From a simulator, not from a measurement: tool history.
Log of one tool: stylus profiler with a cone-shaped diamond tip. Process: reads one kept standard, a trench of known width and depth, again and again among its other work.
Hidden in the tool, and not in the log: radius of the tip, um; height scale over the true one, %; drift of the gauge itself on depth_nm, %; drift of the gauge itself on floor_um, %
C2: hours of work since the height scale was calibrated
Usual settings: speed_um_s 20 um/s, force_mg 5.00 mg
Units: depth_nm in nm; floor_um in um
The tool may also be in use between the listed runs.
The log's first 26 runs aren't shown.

{"run": 27, "day": 24.704, "speed_um_s": 20, "force_mg": 2.42, "scans with this tip": 5784, "C2": 647, "depth_nm": 201.72, "floor_um": 47.71}
{"run": 28, "day": 26.096, "speed_um_s": 7, "force_mg": 4.99, "scans with this tip": 5952, "C2": 666, "depth_nm": 203.14, "floor_um": 47.77}
{"run": 29, "day": 27.292, "speed_um_s": 16, "force_mg": 6.78, "scans with this tip": 6097, "C2": 682, "depth_nm": 204.07, "floor_um": 47.71}
{"run": 30, "day": 28.05, "speed_um_s": 25, "force_mg": 6.78, "scans with this tip": 6189, "C2": 692, "depth_nm": 203.97, "floor_um": 47.7}
{"run": 31, "day": 28.967, "speed_um_s": 25, "force_mg": 6.78, "scans with this tip": 6299, "C2": 704, "depth_nm": 204.03, "floor_um": 47.66}
{"run": 32, "day": 30.362, "speed_um_s": 72, "force_mg": 9.68, "scans with this tip": 6468, "C2": 723, "depth_nm": 205.13, "floor_um": 47.61}
{"day": 30.504, "done": "height scale calibrated on a step standard"}
{"run": 33, "day": 31.638, "speed_um_s": 72, "force_mg": 9.68, "scans with this tip": 6620, "C2": 15, "depth_nm": 204.78, "floor_um": 47.63}
{"run": 34, "day": 32.612, "speed_um_s": 72, "force_mg": 9.68, "scans with this tip": 6738, "C2": 29, "depth_nm": 204.75, "floor_um": 47.6}
{"run": 35, "day": 33.433, "speed_um_s": 17, "force_mg": 1.87, "scans with this tip": 6837, "C2": 40, "depth_nm": 200.7, "floor_um": 47.64}
{"run": 36, "day": 34.292, "speed_um_s": 77, "force_mg": 3.65, "scans with this tip": 6941, "C2": 51, "depth_nm": 201.81, "floor_um": 47.48}
{"run": 37, "day": 35.338, "speed_um_s": 14, "force_mg": 9.06, "scans with this tip": 7067, "C2": 65, "depth_nm": 204.53, "floor_um": 47.65}
{"run": 38, "day": 36.129, "speed_um_s": 6, "force_mg": 4.03, "scans with this tip": 7163, "C2": 76, "depth_nm": 202.13, "floor_um": 47.63}
{"run": 39, "day": 37.425, "speed_um_s": 6, "force_mg": 4.03, "scans with this tip": 7320, "C2": 94, "depth_nm": 202.16, "floor_um": 47.66}
{"day": 38.192, "done": "height scale calibrated on a step standard, once more"}
{"run": 40, "day": 38.312, "speed_um_s": 6, "force_mg": 4.03, "scans with this tip": 7425, "C2": 2, "depth_nm": 203.19, "floor_um": 47.65}

Forecast run 41:
{"run": 41, "day": 39.075, "speed_um_s": 6, "force_mg": 4.03, "scans with this tip": 7517, "C2": 12, "depth_nm": "?", "floor_um": "?"}

{"run 41": {"depth_nm": 203.4, "floor_um": 47.62}}
Without the tool's hidden state the same run would have given depth_nm 203.51 nm, floor_um 48.02 um.
